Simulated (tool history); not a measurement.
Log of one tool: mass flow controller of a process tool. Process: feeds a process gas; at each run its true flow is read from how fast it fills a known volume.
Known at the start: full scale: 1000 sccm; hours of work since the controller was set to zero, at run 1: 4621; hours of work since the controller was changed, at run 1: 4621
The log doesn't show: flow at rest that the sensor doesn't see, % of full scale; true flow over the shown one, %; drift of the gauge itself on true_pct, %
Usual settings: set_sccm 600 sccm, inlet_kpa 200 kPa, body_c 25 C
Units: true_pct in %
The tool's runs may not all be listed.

| run | hour | set_sccm | inlet_kpa | body_c | hours of work since the controller was set to zero | hours of work since the controller was changed | true_pct |
|---|---|---|---|---|---|---|---|
| 1 | 0 | 600 | 200 | 25 | 4621 | 4621 | 99.32 |
| 2 | 191.2 | 600 | 200 | 25 | 4733 | 4733 | 99.37 |
| 3 | 281.8 | 600 | 200 | 22 | 4786 | 4786 | 99.09 |
| 4 | 445.4 | 600 | 200 | 22 | 4882 | 4882 | 99.16 |
| 5 | 561 | 600 | 200 | 25 | 4950 | 4950 | 99.42 |
| 6 | 688 | 600 | 200 | 25 | 5025 | 5025 | 99.29 |
| 7 | 782.5 | 600 | 200 | 25 | 5080 | 5080 | 99.28 |
| 8 | 876.2 | 600 | 200 | 25 | 5136 | 5136 | 99.31 |
| 9 | 1092.1 | 600 | 200 | 25 | 5262 | 5262 | 99.31 |
| 10 | 1205.8 | 600 | 200 | 25 | 5329 | 5329 | 99.31 |
| 11 | 1414.3 | 600 | 200 | 25 | 5452 | 5452 | 99.43 |
| 12 | 1574 | 307 | 200 | 25 | 5546 | 5546 | 98.8 |
| 13 | 1792 | 307 | 200 | 25 | 5674 | 5674 | 98.68 |
| 14 | 1881.7 | 803 | 200 | 25 | 5726 | 5726 | 99.61 |
| 15 | 2061.3 | 456 | 280 | 25 | 5832 | 5832 | 99.19 |
| 16 | 2254.7 | 203 | 161 | 25 | 5946 | 5946 | 98.53 |
| 17 | 2387.1 | 721 | 164 | 33 | 6023 | 6023 | 99.72 |
| 18 | 2498.8 | 119 | 196 | 30 | 6089 | 6089 | 98.57 |
| 19 | 2693.4 | 119 | 196 | 30 | 6203 | 6203 | 98.77 |
| 20 | 2837.9 | 119 | 189 | 24 | 6288 | 6288 | 98.26 |
| 21 | 2962.3 | 119 | 189 | 24 | 6361 | 6361 | 98.42 |
| 22 | 3081 | 119 | 201 | 26 | 6431 | 6431 | 98.36 |
| 23 | 3195.7 | 119 | 201 | 26 | 6499 | 6499 | 98.39 |
| 24 | 3394.4 | 119 | 201 | 26 | 6615 | 6615 | 98.56 |
| 25 | 3497.8 | 393 | 252 | 31 | 6676 | 6676 | 99.35 |
| 26 | 3685.1 | 600 | 245 | 34 | 6786 | 6786 | 99.89 |
| 27 | 3832.1 | 142 | 232 | 32 | 6873 | 6873 | 98.77 |
| 28 | 4017.6 | 993 | 232 | 34 | 6982 | 6982 | 100.43 |

3 ways to go on from here, each from the tool as it stands after run 28. What would each give?
| A | 4188 | 392 | 200 | 23 | 7082 | 7082 | ? |
| B | 4188 | 717 | 250 | 26 | 7082 | 7082 | ? |
| C | 4188 | 993 | 221 | 35 | 7082 | 7082 | ? |

| run | true_pct |
|---|---|
| A | 98.68 |
| B | 99.62 |
| C | 100.59 |
Without the tool's hidden state the same runs would have given:
| run | true_pct |
|---|---|
| A | 98.67 |
| B | 99.62 |
| C | 100.58 |

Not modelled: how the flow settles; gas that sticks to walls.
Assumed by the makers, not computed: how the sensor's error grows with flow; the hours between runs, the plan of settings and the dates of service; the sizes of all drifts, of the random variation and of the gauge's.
